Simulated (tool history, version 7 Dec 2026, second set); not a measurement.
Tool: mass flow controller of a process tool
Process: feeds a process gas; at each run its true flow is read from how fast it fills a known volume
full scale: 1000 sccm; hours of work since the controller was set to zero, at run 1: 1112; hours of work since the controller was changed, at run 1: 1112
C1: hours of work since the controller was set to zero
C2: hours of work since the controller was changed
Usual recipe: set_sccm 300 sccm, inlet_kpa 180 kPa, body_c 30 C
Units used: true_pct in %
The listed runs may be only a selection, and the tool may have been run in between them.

Run 1, day 0: usual settings; C1 1112; C2 1112. Result: true_pct 100.34 %.
Run 2, day 3.604: usual settings; C1 1153; C2 1153. Result: true_pct 100.48 %.
Run 3, day 6.171: usual settings but inlet_kpa 230 kPa; C1 1183; C2 1183. Result: true_pct 100.05 %.
Run 4, day 9.071: usual settings but set_sccm 567 sccm, inlet_kpa 230 kPa; C1 1216; C2 1216. Result: true_pct 99.8 %.
Run 5, day 12.429: usual settings but set_sccm 567 sccm, inlet_kpa 230 kPa; C1 1254; C2 1254. Result: true_pct 99.77 %.
Run 6, day 15.167: usual settings; C1 1285; C2 1285. Result: true_pct 100.45 %.
Run 7, day 18.396: usual settings; C1 1322; C2 1322. Result: true_pct 100.44 %.
Run 8, day 21.129: usual settings; C1 1353; C2 1353. Result: true_pct 100.43 %.
Run 9, day 23.896: usual settings; C1 1385; C2 1385. Result: true_pct 100.43 %.
Run 10, day 26.592: usual settings; C1 1416; C2 1416. Result: true_pct 100.46 %.
Run 11, day 29.112: usual settings; C1 1445; C2 1445. Result: true_pct 100.55 %.
Run 12, day 32.146: usual settings but set_sccm 255 sccm, body_c 20 C; C1 1479; C2 1479. Result: true_pct 100.2 %.
Run 13, day 35.596: usual settings but set_sccm 197 sccm, body_c 27 C; C1 1519; C2 1519. Result: true_pct 100.97 %.
Run 14, day 37.942: usual settings but set_sccm 345 sccm, inlet_kpa 279 kPa, body_c 36 C; C1 1545; C2 1545. Result: true_pct 99.89 %.
At day 38.15: controller's zero set anew.
Run 15, day 40.4: usual settings but set_sccm 345 sccm, inlet_kpa 195 kPa, body_c 36 C; C1 26; C2 1573. Result: true_pct 101.23 %.
Run 16, day 43.371: usual settings but set_sccm 345 sccm, inlet_kpa 152 kPa, body_c 36 C; C1 60; C2 1607. Result: true_pct 101.51 %.
Run 17, day 45.521: usual settings but set_sccm 132 sccm; C1 84; C2 1632. Result: true_pct 103.72 %.
Run 18, day 49.071: usual settings but set_sccm 417 sccm, body_c 27 C; C1 125; C2 1672. Result: true_pct 100.65 %.
Run 19, day 51.354: usual settings but set_sccm 757 sccm, inlet_kpa 145 kPa, body_c 39 C; C1 151; C2 1698. Result: true_pct 101.29 %.
Run 20, day 52.858: usual settings but set_sccm 272 sccm, inlet_kpa 257 kPa; C1 168; C2 1716. Result: true_pct 100.9 %.
Run 21, day 55.017: usual settings but set_sccm 160 sccm, inlet_kpa 257 kPa, body_c 35 C; C1 193; C2 1740. Result: true_pct 102.59 %.

Each run again, without the hidden state but with its own random variation kept:
What the log doesn't record here: flow at rest that the sensor doesn't see, % of full scale; true flow over the shown one, %; drift of the gauge itself on true_pct, %.
run  true_pct
  1     99.63
  2     99.74
  3     99.29
  4     99.58
  5     99.53
  6     99.64
  7     99.61
  8     99.58
  9     99.56
 10     99.58
 11     99.65
 12     99.04
 13     99.29
 14     99.12
 15     99.93
 16    100.19
 17     99.44
 18     99.62
 19    100.95
 20     99.02
 21        99
